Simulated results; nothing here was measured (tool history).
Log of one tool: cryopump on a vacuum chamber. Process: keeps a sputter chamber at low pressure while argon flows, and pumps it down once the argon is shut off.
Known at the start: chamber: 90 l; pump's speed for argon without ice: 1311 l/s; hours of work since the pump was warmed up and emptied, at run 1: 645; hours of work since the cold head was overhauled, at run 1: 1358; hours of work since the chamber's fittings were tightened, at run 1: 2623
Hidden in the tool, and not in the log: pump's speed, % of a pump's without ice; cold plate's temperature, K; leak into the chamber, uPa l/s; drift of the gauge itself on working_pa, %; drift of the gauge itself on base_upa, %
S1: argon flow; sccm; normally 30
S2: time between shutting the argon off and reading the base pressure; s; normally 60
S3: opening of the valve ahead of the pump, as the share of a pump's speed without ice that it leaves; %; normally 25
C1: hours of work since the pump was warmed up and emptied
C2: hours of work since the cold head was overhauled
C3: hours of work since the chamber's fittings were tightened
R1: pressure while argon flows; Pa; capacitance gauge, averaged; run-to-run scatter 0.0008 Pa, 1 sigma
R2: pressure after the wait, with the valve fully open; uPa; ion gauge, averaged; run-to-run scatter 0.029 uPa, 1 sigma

Run 1, hour 0.0: usual settings; C1 645; C2 1358; C3 2623. Result: R1 0.1654 Pa, R2 3.40 uPa.
At hour 72.5: pump warmed up, emptied and cooled again.
Run 2, hour 92.6: usual settings; C1 12; C2 1410; C3 2675. Result: R1 0.1543 Pa, R2 2.96 uPa.
Run 3, hour 177.1: usual settings; C1 62; C2 1460; C3 2725. Result: R1 0.1557 Pa, R2 3.03 uPa.
Run 4, hour 262.6: usual settings but S1 22 sccm; C1 113; C2 1511; C3 2776. Result: R1 0.1154 Pa, R2 3.06 uPa.
Run 5, hour 327.4: usual settings but S1 22 sccm; C1 152; C2 1549; C3 2814. Result: R1 0.1142 Pa, R2 3.12 uPa.
Run 6, hour 373.9: usual settings but S2 148 s; C1 179; C2 1577; C3 2842. Result: R1 0.1584 Pa, R2 2.49 uPa.
Run 7, hour 473.5: usual settings but S2 183 s, S3 31 %; C1 238; C2 1636; C3 2901. Result: R1 0.1281 Pa, R2 2.43 uPa.
Run 8, hour 537.0: usual settings but S2 35 s, S3 21 %; C1 276; C2 1674; C3 2939. Result: R1 0.1898 Pa, R2 4.26 uPa.
Run 9, hour 623.4: usual settings but S2 35 s, S3 21 %; C1 327; C2 1725; C3 2990. Result: R1 0.1892 Pa, R2 4.24 uPa.
Run 10, hour 705.1: usual settings but S1 38 sccm, S2 96 s; C1 376; C2 1774; C3 3039. Result: R1 0.2048 Pa, R2 3.03 uPa.
Run 11, hour 769.5: usual settings but S1 22 sccm, S2 96 s; C1 414; C2 1812; C3 3077. Result: R1 0.1188 Pa, R2 3.04 uPa.

Here are 4 independent what-if runs from the current tool condition. What would each one return?
Run A, hour 848.1: usual settings but S2 164 s; C1 461; C2 1859; C3 3124. Result: R1 ?, R2 ?.
Run B, hour 848.1: usual settings but S1 22 sccm, S2 96 s, S3 49 %; C1 461; C2 1859; C3 3124. Result: R1 ?, R2 ?.
Run C, hour 848.1: usual settings but S2 30 s; C1 461; C2 1859; C3 3124. Result: R1 ?, R2 ?.
Run D, hour 848.1: usual settings but S1 37 sccm, S2 32 s, S3 17 %; C1 461; C2 1859; C3 3124. Result: R1 ?, R2 ?.

run      R1    R2
  A  0.1623  2.91
  B  0.0634  3.11
  C  0.1617  4.75
  D  0.2904  4.65
What these runs would have given with no unlogged condition in the tool:
run      R1    R2
  A  0.1546  0.68
  B  0.0578  0.96
  C  0.1541  2.57
  D  0.2810  2.45
